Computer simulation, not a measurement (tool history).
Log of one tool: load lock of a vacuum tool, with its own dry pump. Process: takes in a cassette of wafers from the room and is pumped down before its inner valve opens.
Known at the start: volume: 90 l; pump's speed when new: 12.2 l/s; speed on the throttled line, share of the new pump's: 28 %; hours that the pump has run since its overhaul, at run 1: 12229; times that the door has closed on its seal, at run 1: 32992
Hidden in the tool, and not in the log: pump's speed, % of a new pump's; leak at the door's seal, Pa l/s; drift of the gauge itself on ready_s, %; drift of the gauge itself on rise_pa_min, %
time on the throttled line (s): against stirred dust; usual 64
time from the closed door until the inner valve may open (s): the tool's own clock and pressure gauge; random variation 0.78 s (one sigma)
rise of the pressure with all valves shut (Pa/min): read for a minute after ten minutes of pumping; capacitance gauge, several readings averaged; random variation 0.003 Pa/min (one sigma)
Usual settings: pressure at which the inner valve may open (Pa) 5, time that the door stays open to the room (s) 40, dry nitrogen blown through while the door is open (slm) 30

| run | hour | time on the throttled line (s) | pressure at which the inner valve may open (Pa) | time that the door stays open to the room (s) | dry nitrogen blown through while the door is open (slm) | hours that the pump has run since its overhaul | times that the door has closed on its seal | incoming humidity of the room's air, % | time from the closed door until the inner valve may open (s) | rise of the pressure with all valves shut (Pa/min) |
|---|---|---|---|---|---|---|---|---|---|---|
| 1 | 0 | 64 | 5 | 40 | 30 | 12229 | 32992 | 42.9 | 127.2 | 0.277 |
| 2 | 135.3 | 64 | 5 | 40 | 30 | 12364 | 33460 | 42.7 | 125.7 | 0.279 |
| 3 | 295.5 | 64 | 5 | 40 | 30 | 12525 | 34013 | 46.8 | 126.7 | 0.279 |
| 4 | 535.4 | 64 | 5 | 40 | 30 | 12764 | 34842 | 43.1 | 125.2 | 0.303 |
| 5 | 806.2 | 64 | 5 | 40 | 30 | 13035 | 35778 | 43.5 | 126.4 | 0.312 |
| 6 | 983.2 | 64 | 5 | 40 | 30 | 13212 | 36390 | 45.4 | 125.2 | 0.327 |
| 7 | 1134.4 | 64 | 5 | 40 | 30 | 13363 | 36912 | 42.8 | 126.6 | 0.326 |
| 8 | 1387.6 | 64 | 5 | 122 | 30 | 13617 | 37788 | 42.1 | 125.5 | 0.34 |
| 9 | 1636.6 | 64 | 5 | 122 | 30 | 13866 | 38648 | 49.4 | 127.3 | 0.359 |
| 10 | 1816.7 | 64 | 5 | 122 | 30 | 14046 | 39271 | 43.2 | 125.8 | 0.372 |
| 11 | 2130.8 | 64 | 5 | 122 | 30 | 14360 | 40356 | 47.4 | 126.9 | 0.383 |
| 12 | 2274.9 | 64 | 5 | 40 | 6 | 14504 | 40854 | 45.8 | 125.7 | 0.394 |
| 13 | 2572.2 | 64 | 5 | 32 | 30 | 14801 | 41882 | 50 | 127.3 | 0.407 |
| 14 | 2714.5 | 64 | 5 | 32 | 30 | 14944 | 42374 | 39.2 | 124.8 | 0.409 |
| 15 | 2951.5 | 64 | 5 | 68 | 30 | 15181 | 43193 | 43.7 | 127.4 | 0.416 |
| 16 | 3236.3 | 64 | 5 | 68 | 30 | 15465 | 44177 | 48.9 | 126 | 0.433 |
| 17 | 3458.9 | 64 | 5 | 68 | 30 | 15688 | 44946 | 42.9 | 127.8 | 0.451 |
| 18 | 3728.4 | 64 | 5 | 68 | 30 | 15957 | 45878 | 44.5 | 127.1 | 0.462 |
|  | 3751.3 | door's seal changed, seat wiped |
| 19 | 3979.2 | 64 | 5 | 68 | 30 | 16207 | 787 | 41.8 | 128.1 | 0.015 |
| 20 | 4258.1 | 64 | 5 | 68 | 30 | 16486 | 1751 | 47.3 | 128.3 | 0.01 |
| 21 | 4559.1 | 64 | 5 | 68 | 30 | 16787 | 2792 | 47.6 | 128.3 | 0.02 |
| 22 | 4881.8 | 64 | 5 | 68 | 30 | 17109 | 3907 | 44.2 | 127 | 0.023 |
| 23 | 5110.6 | 64 | 9 | 138 | 5 | 17338 | 4698 | 43.8 | 122.9 | 0.041 |
| 24 | 5429 | 64 | 9 | 138 | 5 | 17656 | 5798 | 45.2 | 122.8 | 0.048 |
| 25 | 5646 | 64 | 7 | 65 | 10 | 17874 | 6548 | 44.9 | 125.5 | 0.041 |
| 26 | 5874.1 | 64 | 7 | 65 | 10 | 18102 | 7336 | 46.6 | 126.3 | 0.043 |
| 27 | 6064.7 | 80 | 5 | 40 | 13 | 18292 | 7995 | 44.5 | 139.7 | 0.042 |
| 28 | 6334 | 80 | 5 | 40 | 13 | 18562 | 8926 | 45.9 | 139.8 | 0.049 |
| 29 | 6571.4 | 61 | 8 | 154 | 30 | 18799 | 9746 | 45.6 | 122.6 | 0.054 |
| 30 | 6852.5 | 92 | 5 | 135 | 7 | 19080 | 10718 | 48 | 147.8 | 0.077 |
| 31 | 7122.2 | 92 | 5 | 135 | 7 | 19350 | 11650 | 45.9 | 148.7 | 0.083 |
| 32 | 7422.2 | 88 | 8 | 145 | 30 | 19650 | 12687 | 43.6 | 141.3 | 0.07 |
| 33 | 7748.2 | 88 | 8 | 145 | 30 | 19976 | 13813 | 42.8 | 140.2 | 0.081 |
| 34 | 7913.2 | 122 | 8 | 57 | 34 | 20141 | 14384 | 45.4 | 165.8 | 0.076 |
| 35 | 8121.8 | 64 | 5 | 26 | 30 | 20349 | 15105 | 45.8 | 130.6 | 0.088 |
| 36 | 8354.1 | 41 | 5 | 230 | 30 | 20582 | 15908 | 42.1 | 114.9 | 0.096 |

Forecast each of these 3 alternatives for the next run:
| A | 8567.6 | 64 | 8 | 40 | 30 | 20795 | 16646 | 46.5 | ? | ? |
| B | 8567.6 | 41 | 5 | 149 | 30 | 20795 | 16646 | 45.3 | ? | ? |
| C | 8567.6 | 44 | 5 | 28 | 5 | 20795 | 16646 | 43.7 | ? | ? |

| run | time from the closed door until the inner valve may open (s) | rise of the pressure with all valves shut (Pa/min) |
|---|---|---|
| A | 124.4 | 0.097 |
| B | 114.4 | 0.105 |
| C | 117 | 0.109 |
Without the tool's hidden state the same runs would have given:
| run | time from the closed door until the inner valve may open (s) | rise of the pressure with all valves shut (Pa/min) |
|---|---|---|
| A | 115.2 | 0.011 |
| B | 103.1 | 0.017 |
| C | 105.8 | 0.021 |

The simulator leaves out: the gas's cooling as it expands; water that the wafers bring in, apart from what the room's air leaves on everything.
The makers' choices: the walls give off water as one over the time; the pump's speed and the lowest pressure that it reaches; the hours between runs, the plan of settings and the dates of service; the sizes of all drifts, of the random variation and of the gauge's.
